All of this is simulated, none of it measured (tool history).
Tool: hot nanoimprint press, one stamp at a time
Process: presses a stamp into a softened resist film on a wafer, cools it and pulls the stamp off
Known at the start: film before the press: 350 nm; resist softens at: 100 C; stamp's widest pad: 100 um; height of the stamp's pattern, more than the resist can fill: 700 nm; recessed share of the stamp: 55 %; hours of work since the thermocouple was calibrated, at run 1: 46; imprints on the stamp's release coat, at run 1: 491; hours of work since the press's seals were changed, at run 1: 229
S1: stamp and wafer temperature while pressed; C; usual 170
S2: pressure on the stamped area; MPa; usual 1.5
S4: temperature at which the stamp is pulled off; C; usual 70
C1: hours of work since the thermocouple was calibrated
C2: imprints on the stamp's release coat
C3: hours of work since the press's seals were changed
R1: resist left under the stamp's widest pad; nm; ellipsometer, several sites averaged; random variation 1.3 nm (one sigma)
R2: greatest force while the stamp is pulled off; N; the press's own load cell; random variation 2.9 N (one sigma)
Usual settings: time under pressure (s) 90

{"run": 1, "hour": 0.0, "S1": 170, "S2": 1.5, "time under pressure (s)": 90, "S4": 70, "C1": 46, "C2": 491, "C3": 229, "R1": 207, "R2": 165}
{"run": 2, "hour": 10.2, "S1": 170, "S2": 1.93, "time under pressure (s)": 90, "S4": 70, "C1": 54, "C2": 518, "C3": 236, "R1": 187, "R2": 164}
{"run": 3, "hour": 20.7, "S1": 170, "S2": 1.93, "time under pressure (s)": 90, "S4": 70, "C1": 62, "C2": 545, "C3": 244, "R1": 186.6, "R2": 163}
{"run": 4, "hour": 31.9, "S1": 170, "S2": 1.93, "time under pressure (s)": 90, "S4": 70, "C1": 70, "C2": 574, "C3": 253, "R1": 187.9, "R2": 172}
{"run": 5, "hour": 37.2, "S1": 170, "S2": 1.5, "time under pressure (s)": 90, "S4": 70, "C1": 74, "C2": 587, "C3": 257, "R1": 207.6, "R2": 171}
{"run": 6, "hour": 45.2, "S1": 170, "S2": 1.5, "time under pressure (s)": 90, "S4": 70, "C1": 80, "C2": 608, "C3": 263, "R1": 209.9, "R2": 169}
{"hour": 55.1, "done": "stamp cleaned and given a new release coat"}
{"run": 7, "hour": 58.5, "S1": 170, "S2": 1.5, "time under pressure (s)": 52, "S4": 70, "C1": 86, "C2": 9, "C3": 268, "R1": 242.1, "R2": 140}
{"run": 8, "hour": 68.5, "S1": 177, "S2": 1.5, "time under pressure (s)": 90, "S4": 70, "C1": 93, "C2": 34, "C3": 276, "R1": 164.7, "R2": 135}
{"hour": 72.5, "done": "plate thermocouple calibrated"}
{"run": 9, "hour": 79.9, "S1": 170, "S2": 1.5, "time under pressure (s)": 90, "S4": 66, "C1": 6, "C2": 56, "C3": 282, "R1": 210.6, "R2": 146}
{"run": 10, "hour": 87.9, "S1": 170, "S2": 1.5, "time under pressure (s)": 90, "S4": 70, "C1": 12, "C2": 77, "C3": 288, "R1": 210.5, "R2": 143}
{"run": 11, "hour": 96.0, "S1": 169, "S2": 1.5, "time under pressure (s)": 90, "S4": 70, "C1": 18, "C2": 97, "C3": 294, "R1": 215.1, "R2": 140}
{"run": 12, "hour": 108.0, "S1": 169, "S2": 1.5, "time under pressure (s)": 90, "S4": 70, "C1": 27, "C2": 128, "C3": 303, "R1": 215.3, "R2": 141}
{"run": 13, "hour": 114.9, "S1": 169, "S2": 1.5, "time under pressure (s)": 90, "S4": 70, "C1": 32, "C2": 146, "C3": 308, "R1": 215.1, "R2": 146}
{"run": 14, "hour": 123.2, "S1": 169, "S2": 1.5, "time under pressure (s)": 90, "S4": 70, "C1": 38, "C2": 168, "C3": 315, "R1": 215.3, "R2": 144}

Run 15 comes next. What will it give?
{"run": 15, "hour": 131.0, "S1": 170, "S2": 1.5, "time under pressure (s)": 90, "S4": 70, "C1": 44, "C2": 188, "C3": 320, "R1": "?", "R2": "?"}

Run 15 gave R1 210.7 nm, R2 147 N.
Without the tool's hidden state the same run would have given R1 205.2 nm, R2 135 N.
